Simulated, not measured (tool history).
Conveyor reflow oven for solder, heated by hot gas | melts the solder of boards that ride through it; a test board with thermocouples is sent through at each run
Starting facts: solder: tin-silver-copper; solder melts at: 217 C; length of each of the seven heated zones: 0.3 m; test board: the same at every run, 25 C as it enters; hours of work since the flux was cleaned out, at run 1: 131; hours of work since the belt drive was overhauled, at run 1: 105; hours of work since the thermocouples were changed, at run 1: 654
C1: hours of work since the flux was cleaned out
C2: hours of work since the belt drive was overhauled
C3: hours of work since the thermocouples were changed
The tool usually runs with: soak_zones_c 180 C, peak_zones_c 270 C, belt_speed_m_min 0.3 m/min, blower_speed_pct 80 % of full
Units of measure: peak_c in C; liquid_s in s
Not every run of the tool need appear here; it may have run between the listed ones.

{"run": 1, "hour": 0.0, "soak_zones_c": 180, "peak_zones_c": 270, "belt_speed_m_min": 0.3, "blower_speed_pct": 80, "C1": 131, "C2": 105, "C3": 654, "peak_c": 258.3, "liquid_s": 101.3}
{"run": 2, "hour": 22.3, "soak_zones_c": 180, "peak_zones_c": 263, "belt_speed_m_min": 0.3, "blower_speed_pct": 80, "C1": 147, "C2": 121, "C3": 670, "peak_c": 251.9, "liquid_s": 95.6}
{"run": 3, "hour": 46.9, "soak_zones_c": 180, "peak_zones_c": 263, "belt_speed_m_min": 0.3, "blower_speed_pct": 80, "C1": 164, "C2": 139, "C3": 688, "peak_c": 251.7, "liquid_s": 95.4}
{"run": 4, "hour": 67.6, "soak_zones_c": 180, "peak_zones_c": 263, "belt_speed_m_min": 0.3, "blower_speed_pct": 80, "C1": 179, "C2": 154, "C3": 703, "peak_c": 251.9, "liquid_s": 95.3}
{"run": 5, "hour": 82.9, "soak_zones_c": 180, "peak_zones_c": 274, "belt_speed_m_min": 0.3, "blower_speed_pct": 80, "C1": 190, "C2": 165, "C3": 714, "peak_c": 261.8, "liquid_s": 104.3}
{"run": 6, "hour": 96.4, "soak_zones_c": 180, "peak_zones_c": 274, "belt_speed_m_min": 0.3, "blower_speed_pct": 80, "C1": 200, "C2": 174, "C3": 724, "peak_c": 262.2, "liquid_s": 104.2}
{"run": 7, "hour": 120.0, "soak_zones_c": 180, "peak_zones_c": 274, "belt_speed_m_min": 0.3, "blower_speed_pct": 80, "C1": 217, "C2": 191, "C3": 741, "peak_c": 261.7, "liquid_s": 104.4}
{"run": 8, "hour": 142.2, "soak_zones_c": 180, "peak_zones_c": 274, "belt_speed_m_min": 0.3, "blower_speed_pct": 80, "C1": 233, "C2": 207, "C3": 757, "peak_c": 262.2, "liquid_s": 104.3}
{"run": 9, "hour": 161.3, "soak_zones_c": 191, "peak_zones_c": 270, "belt_speed_m_min": 0.3, "blower_speed_pct": 80, "C1": 247, "C2": 221, "C3": 770, "peak_c": 259.6, "liquid_s": 109.2}
{"hour": 186.2, "done": "thermocouples of zones 6 and 7 changed"}
{"run": 10, "hour": 188.9, "soak_zones_c": 180, "peak_zones_c": 270, "belt_speed_m_min": 0.3, "blower_speed_pct": 80, "C1": 265, "C2": 239, "C3": 2, "peak_c": 259.1, "liquid_s": 102.3}
{"run": 11, "hour": 202.2, "soak_zones_c": 180, "peak_zones_c": 270, "belt_speed_m_min": 0.3, "blower_speed_pct": 80, "C1": 275, "C2": 249, "C3": 12, "peak_c": 259.3, "liquid_s": 101.9}
{"run": 12, "hour": 218.6, "soak_zones_c": 180, "peak_zones_c": 270, "belt_speed_m_min": 0.3, "blower_speed_pct": 80, "C1": 286, "C2": 261, "C3": 23, "peak_c": 259.1, "liquid_s": 102}
{"run": 13, "hour": 241.8, "soak_zones_c": 180, "peak_zones_c": 272, "belt_speed_m_min": 0.3, "blower_speed_pct": 80, "C1": 303, "C2": 277, "C3": 40, "peak_c": 261.2, "liquid_s": 103.5}
{"hour": 247.1, "done": "belt drive overhauled, speed set with a stopwatch"}
{"hour": 265.8, "done": "flux residue cleaned out of gas plates and filters"}
{"run": 14, "hour": 268.1, "soak_zones_c": 180, "peak_zones_c": 272, "belt_speed_m_min": 0.3, "blower_speed_pct": 80, "C1": 2, "C2": 12, "C3": 53, "peak_c": 261.9, "liquid_s": 104.5}
{"hour": 290.4, "done": "belt drive overhauled, speed set with a stopwatch, once more"}
{"run": 15, "hour": 292.1, "soak_zones_c": 180, "peak_zones_c": 272, "belt_speed_m_min": 0.3, "blower_speed_pct": 80, "C1": 16, "C2": 1, "C3": 67, "peak_c": 261.7, "liquid_s": 103.7}
{"run": 16, "hour": 312.4, "soak_zones_c": 180, "peak_zones_c": 265, "belt_speed_m_min": 0.309, "blower_speed_pct": 80, "C1": 31, "C2": 16, "C3": 81, "peak_c": 254.7, "liquid_s": 94.7}
{"run": 17, "hour": 335.1, "soak_zones_c": 180, "peak_zones_c": 259, "belt_speed_m_min": 0.3, "blower_speed_pct": 80, "C1": 47, "C2": 32, "C3": 98, "peak_c": 250, "liquid_s": 93}
{"run": 18, "hour": 348.9, "soak_zones_c": 186, "peak_zones_c": 260, "belt_speed_m_min": 0.3, "blower_speed_pct": 55, "C1": 57, "C2": 42, "C3": 108, "peak_c": 248.4, "liquid_s": 94.6}
{"run": 19, "hour": 371.1, "soak_zones_c": 180, "peak_zones_c": 270, "belt_speed_m_min": 0.3, "blower_speed_pct": 82, "C1": 73, "C2": 58, "C3": 124, "peak_c": 259.4, "liquid_s": 102.5}
{"run": 20, "hour": 394.4, "soak_zones_c": 180, "peak_zones_c": 270, "belt_speed_m_min": 0.3, "blower_speed_pct": 82, "C1": 90, "C2": 75, "C3": 140, "peak_c": 259.7, "liquid_s": 102.3}
{"run": 21, "hour": 407.2, "soak_zones_c": 180, "peak_zones_c": 270, "belt_speed_m_min": 0.3, "blower_speed_pct": 82, "C1": 99, "C2": 84, "C3": 150, "peak_c": 259.9, "liquid_s": 102.3}
{"run": 22, "hour": 423.5, "soak_zones_c": 180, "peak_zones_c": 270, "belt_speed_m_min": 0.3, "blower_speed_pct": 82, "C1": 111, "C2": 96, "C3": 161, "peak_c": 259, "liquid_s": 102.4}
{"run": 23, "hour": 434.2, "soak_zones_c": 180, "peak_zones_c": 274, "belt_speed_m_min": 0.314, "blower_speed_pct": 87, "C1": 118, "C2": 103, "C3": 169, "peak_c": 262.4, "liquid_s": 99.8}
{"run": 24, "hour": 454.8, "soak_zones_c": 180, "peak_zones_c": 274, "belt_speed_m_min": 0.314, "blower_speed_pct": 87, "C1": 133, "C2": 118, "C3": 184, "peak_c": 262.5, "liquid_s": 99.8}
{"run": 25, "hour": 466.9, "soak_zones_c": 180, "peak_zones_c": 274, "belt_speed_m_min": 0.314, "blower_speed_pct": 87, "C1": 142, "C2": 127, "C3": 193, "peak_c": 262.7, "liquid_s": 100}
{"run": 26, "hour": 488.0, "soak_zones_c": 175, "peak_zones_c": 261, "belt_speed_m_min": 0.263, "blower_speed_pct": 62, "C1": 157, "C2": 142, "C3": 208, "peak_c": 251.9, "liquid_s": 106}
{"run": 27, "hour": 509.1, "soak_zones_c": 183, "peak_zones_c": 261, "belt_speed_m_min": 0.335, "blower_speed_pct": 62, "C1": 172, "C2": 157, "C3": 223, "peak_c": 246.8, "liquid_s": 79.4}
{"run": 28, "hour": 528.2, "soak_zones_c": 183, "peak_zones_c": 261, "belt_speed_m_min": 0.335, "blower_speed_pct": 62, "C1": 186, "C2": 171, "C3": 237, "peak_c": 246.7, "liquid_s": 79.4}
{"run": 29, "hour": 540.2, "soak_zones_c": 177, "peak_zones_c": 270, "belt_speed_m_min": 0.283, "blower_speed_pct": 80, "C1": 195, "C2": 180, "C3": 245, "peak_c": 260.6, "liquid_s": 107.8}
{"run": 30, "hour": 565.3, "soak_zones_c": 172, "peak_zones_c": 269, "belt_speed_m_min": 0.283, "blower_speed_pct": 80, "C1": 213, "C2": 198, "C3": 264, "peak_c": 258.6, "liquid_s": 103.6}

Entry by entry between the runs, the difference in hidden state between the last listed run before and the first listed run after:
After run 9, before run 10: thermocouples of zones 6 and 7 changed (hour 186.2)
  heat that the gas passes to the board, % of a clean oven's: 95.9 -> 95.7; belt's true speed, % of the reading: 99.83 -> 99.81; true gas temperature in zones 6 and 7 over the reading, C: -1.3 -> 0.16
  difference, measured minus the result without the unlogged condition, peak_c: -1.7 -> -0.5 C; liquid_s: -1.2 -> -0.5 s
After run 13, before run 14: belt drive overhauled, speed set with a stopwatch (hour 247.1); flux residue cleaned out of gas plates and filters (hour 265.8)
  heat that the gas passes to the board, % of a clean oven's: 95.2 -> 99.3; belt's true speed, % of the reading: 99.76 -> 99.63; true gas temperature in zones 6 and 7 over the reading, C: 0.09 -> 0.07
  difference, measured minus the result without the unlogged condition, peak_c: -0.7 -> +0.1 C; liquid_s: -0.5 -> +0.4 s
After run 14, before run 15: belt drive overhauled, speed set with a stopwatch, once more (hour 290.4)
  heat that the gas passes to the board, % of a clean oven's: 99.3 -> 99; belt's true speed, % of the reading: 99.63 -> 100.1; true gas temperature in zones 6 and 7 over the reading, C: 0.07 -> 0.04
  difference, measured minus the result without the unlogged condition, peak_c: +0.1 -> -0.2 C; liquid_s: +0.4 -> -0.2 s
